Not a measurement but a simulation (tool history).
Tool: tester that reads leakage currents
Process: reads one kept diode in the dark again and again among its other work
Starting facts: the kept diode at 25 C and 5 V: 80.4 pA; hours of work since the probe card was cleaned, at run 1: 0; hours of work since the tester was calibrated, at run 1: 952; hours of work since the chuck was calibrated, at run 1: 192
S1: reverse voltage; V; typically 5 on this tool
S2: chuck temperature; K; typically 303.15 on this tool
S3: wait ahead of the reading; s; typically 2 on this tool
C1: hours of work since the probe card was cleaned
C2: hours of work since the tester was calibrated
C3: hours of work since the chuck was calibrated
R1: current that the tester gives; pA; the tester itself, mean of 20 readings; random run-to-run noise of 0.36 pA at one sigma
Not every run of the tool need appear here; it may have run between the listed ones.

| run | day | S1 | S2 | S3 | C1 | C2 | C3 | R1 |
|---|---|---|---|---|---|---|---|---|
| 1 | 0 | 5 | 303.15 | 2 | 0 | 952 | 192 | 115.98 |
| 2 | 2.967 | 5 | 303.15 | 2 | 51 | 1003 | 243 | 115.02 |
| 3 | 6.188 | 16.06 | 303.15 | 2 | 106 | 1058 | 299 | 187.32 |
| 4 | 10.167 | 5 | 329.15 | 2 | 174 | 1126 | 367 | 670.56 |
| 5 | 15.825 | 5 | 303.15 | 1.85 | 271 | 1223 | 464 | 115.08 |
| 6 | 21.617 | 5 | 303.15 | 2.73 | 370 | 1322 | 563 | 113.38 |
| 7 | 26.275 | 5 | 303.15 | 2.73 | 450 | 1402 | 643 | 112.95 |
| 8 | 30.733 | 5 | 303.15 | 2.73 | 527 | 1479 | 719 | 112.82 |
| 9 | 36.633 | 1.08 | 303.15 | 2 | 628 | 1580 | 820 | 59.11 |
| 10 | 42.217 | 1.08 | 303.15 | 2 | 724 | 1676 | 916 | 58.66 |
| 11 | 47.121 | 1.08 | 303.15 | 2 | 808 | 1760 | 1000 | 58.33 |
| 12 | 52.971 | 1.08 | 303.15 | 2 | 908 | 1860 | 1100 | 57.99 |
| 13 | 58.642 | 7.93 | 303.15 | 2 | 1005 | 1957 | 1198 | 133.79 |
| 14 | 63.079 | 1.17 | 303.15 | 2 | 1081 | 2033 | 1274 | 59.09 |
| 15 | 66.967 | 5 | 303.15 | 2 | 1148 | 2100 | 1340 | 108.42 |
|  | 71.271 | chuck's temperature calibrated |
| 16 | 73.3 | 5 | 303.15 | 2 | 1255 | 2207 | 35 | 124.41 |
| 17 | 79.629 | 5 | 303.15 | 2 | 1363 | 2315 | 143 | 123.36 |
| 18 | 85.496 | 2.71 | 303.15 | 2 | 1464 | 2416 | 244 | 94.49 |
| 19 | 91.512 | 2.71 | 303.15 | 2 | 1567 | 2519 | 347 | 93.49 |
| 20 | 96.238 | 2.71 | 303.15 | 2 | 1648 | 2600 | 428 | 92.65 |
| 21 | 102.992 | 13.13 | 300.15 | 1.69 | 1764 | 2716 | 544 | 154.68 |
| 22 | 108.012 | 8.8 | 331.15 | 0.89 | 1850 | 2802 | 630 | 956.28 |
| 23 | 113.338 | 1.65 | 299.15 | 0.47 | 1941 | 2893 | 721 | 56.14 |
| 24 | 117.933 | 3.26 | 318.15 | 5.46 | 2020 | 2972 | 800 | 272.61 |
| 25 | 122.583 | 2.64 | 300.15 | 4.43 | 2099 | 3051 | 879 | 71.72 |
| 26 | 129.225 | 2.64 | 300.15 | 4.43 | 2213 | 3165 | 993 | 71.24 |
| 27 | 135.071 | 11.35 | 320.15 | 8.34 | 2314 | 3266 | 1093 | 511.82 |
| 28 | 140.275 | 1.91 | 299.15 | 2.21 | 2403 | 3355 | 1183 | 56.85 |
| 29 | 144.304 | 4.35 | 333.15 | 2 | 2472 | 3424 | 1252 | 774.26 |
| 30 | 150.883 | 4.02 | 318.15 | 5.04 | 2585 | 3537 | 1364 | 284.71 |
|  | 154.129 | chuck's temperature calibrated |
| 31 | 157.138 | 4.02 | 318.15 | 5.04 | 2690 | 3642 | 52 | 318.33 |
| 32 | 161.238 | 1.77 | 327.15 | 5.04 | 2761 | 3713 | 122 | 404.5 |
| 33 | 167.504 | 1.77 | 327.15 | 5.04 | 2868 | 3820 | 229 | 400.74 |
|  | 172.988 | probe card cleaned and baked |
| 34 | 173.346 | 15.36 | 303.15 | 0.55 | 6 | 3918 | 327 | 187.59 |
| 35 | 179.204 | 10.37 | 309.15 | 2.69 | 107 | 4018 | 428 | 237.67 |
| 36 | 184.304 | 7.03 | 331.15 | 0.58 | 194 | 4106 | 515 | 872.32 |
| 37 | 187.612 | 1.01 | 305.15 | 2.06 | 251 | 4162 | 572 | 68.3 |
| 38 | 191.958 | 5 | 301.15 | 2 | 325 | 4237 | 646 | 97.6 |
| 39 | 195.467 | 1.38 | 303.15 | 1.97 | 385 | 4297 | 706 | 66.26 |

Predict each of these 5 candidate next runs independently; none follows another, all start after run 39:
| A | 198.667 | 5 | 299.15 | 6.01 | 440 | 4352 | 761 | ? |
| B | 198.667 | 1.28 | 308.15 | 0.35 | 440 | 4352 | 761 | ? |
| C | 198.667 | 5 | 299.15 | 3.74 | 440 | 4352 | 761 | ? |
| D | 198.667 | 5 | 303.15 | 0.9 | 440 | 4352 | 761 | ? |
| E | 198.667 | 11.93 | 302.15 | 1.82 | 440 | 4352 | 761 | ? |

| run | R1 |
|---|---|
| A | 82.82 |
| B | 93.01 |
| C | 83.57 |
| D | 113.44 |
| E | 150.77 |
Without the tool's unlogged condition, the same runs would have read:
| run | R1 |
|---|---|
| A | 86.81 |
| B | 98.82 |
| C | 87.58 |
| D | 119.29 |
| E | 156.35 |
